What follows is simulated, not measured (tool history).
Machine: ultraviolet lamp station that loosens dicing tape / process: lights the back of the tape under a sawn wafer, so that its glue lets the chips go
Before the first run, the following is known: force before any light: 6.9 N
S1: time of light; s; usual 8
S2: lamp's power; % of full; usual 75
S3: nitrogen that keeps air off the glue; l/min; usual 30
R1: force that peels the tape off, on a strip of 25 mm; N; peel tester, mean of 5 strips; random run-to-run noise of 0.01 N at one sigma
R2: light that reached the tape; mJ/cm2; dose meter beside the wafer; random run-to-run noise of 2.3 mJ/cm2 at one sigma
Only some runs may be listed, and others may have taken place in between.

| run | hour | S1 | S2 | S3 | R1 | R2 |
|---|---|---|---|---|---|---|
| 1 | 0 | 8 | 75 | 30 | 0.517 | 226 |
| 2 | 16.5 | 8 | 75 | 30 | 0.506 | 228 |
| 3 | 41.5 | 8 | 75 | 30 | 0.503 | 220 |
| 4 | 66.2 | 8 | 75 | 30 | 0.515 | 220 |
| 5 | 85.8 | 8 | 75 | 37 | 0.433 | 220 |
| 6 | 107.7 | 8 | 75 | 37 | 0.436 | 215 |
| 7 | 129.7 | 8 | 81 | 37 | 0.402 | 236 |
| 8 | 149 | 8 | 81 | 37 | 0.4 | 231 |
| 9 | 171.8 | 8 | 75 | 30 | 0.532 | 216 |
| 10 | 188.2 | 10 | 75 | 30 | 0.373 | 268 |
| 11 | 210.3 | 10 | 75 | 30 | 0.371 | 264 |
| 12 | 226 | 10 | 75 | 30 | 0.383 | 268 |
| 13 | 247 | 10 | 75 | 30 | 0.372 | 259 |
| 14 | 269.5 | 8 | 67 | 30 | 0.679 | 183 |
| 15 | 286.6 | 8 | 67 | 30 | 0.705 | 183 |
| 16 | 311.2 | 8 | 67 | 30 | 0.702 | 183 |
| 17 | 327.3 | 8 | 67 | 30 | 0.733 | 184 |
| 18 | 344.4 | 8 | 67 | 30 | 0.7 | 179 |
| 19 | 359.9 | 8 | 67 | 30 | 0.721 | 180 |
| 20 | 378.4 | 8 | 75 | 30 | 0.639 | 204 |
| 21 | 390.8 | 8 | 75 | 30 | 0.617 | 199 |
| 22 | 413.4 | 8 | 75 | 30 | 0.625 | 198 |
| 23 | 431.7 | 8 | 75 | 30 | 0.621 | 191 |
| 24 | 454.5 | 8 | 75 | 30 | 0.627 | 200 |
| 25 | 468.8 | 8 | 75 | 30 | 0.634 | 194 |
| 26 | 484.5 | 8 | 62 | 20 | 1.204 | 162 |
| 27 | 508.4 | 8 | 76 | 13 | 1.228 | 193 |
| 28 | 528.7 | 8 | 76 | 13 | 1.168 | 191 |
| 29 | 552.5 | 4 | 60 | 30 | 2.497 | 75 |
| 30 | 574.9 | 5 | 64 | 13 | 2.685 | 100 |
| 31 | 598.2 | 8 | 68 | 30 | 0.829 | 167 |
|  | 609.6 | window cleaned of glue's vapour |
| 32 | 614.7 | 11 | 80 | 30 | 0.298 | 321 |
| 33 | 628.5 | 8 | 75 | 37 | 0.438 | 219 |
| 34 | 653.3 | 15 | 75 | 46 | 0.225 | 407 |
| 35 | 669.3 | 12 | 64 | 46 | 0.277 | 274 |
| 36 | 681 | 12 | 64 | 46 | 0.29 | 270 |
| 37 | 697.4 | 12 | 64 | 46 | 0.293 | 274 |
| 38 | 710.8 | 10 | 70 | 30 | 0.409 | 244 |
| 39 | 735.4 | 11 | 61 | 36 | 0.403 | 235 |
| 40 | 752.4 | 5 | 73 | 49 | 0.96 | 123 |
| 41 | 769.8 | 8 | 88 | 49 | 0.325 | 246 |
| 42 | 783.6 | 12 | 88 | 38 | 0.239 | 366 |
| 43 | 805.5 | 12 | 88 | 38 | 0.243 | 364 |
| 44 | 823 | 12 | 88 | 38 | 0.239 | 359 |

4 ways to go on from here, each from the tool as it stands after run 44. What would each give?
| A | 845.9 | 8 | 82 | 19 | ? | ? |
| B | 845.9 | 10 | 75 | 36 | ? | ? |
| C | 845.9 | 8 | 67 | 13 | ? | ? |
| D | 845.9 | 8 | 79 | 30 | ? | ? |

| run | R1 | R2 |
|---|---|---|
| A | 0.71 | 222 |
| B | 0.347 | 251 |
| C | 1.333 | 181 |
| D | 0.534 | 211 |
With no hidden state in the tool, these same runs would have given:
| run | R1 | R2 |
|---|---|---|
| A | 0.527 | 262 |
| B | 0.28 | 296 |
| C | 1.028 | 213 |
| D | 0.402 | 249 |
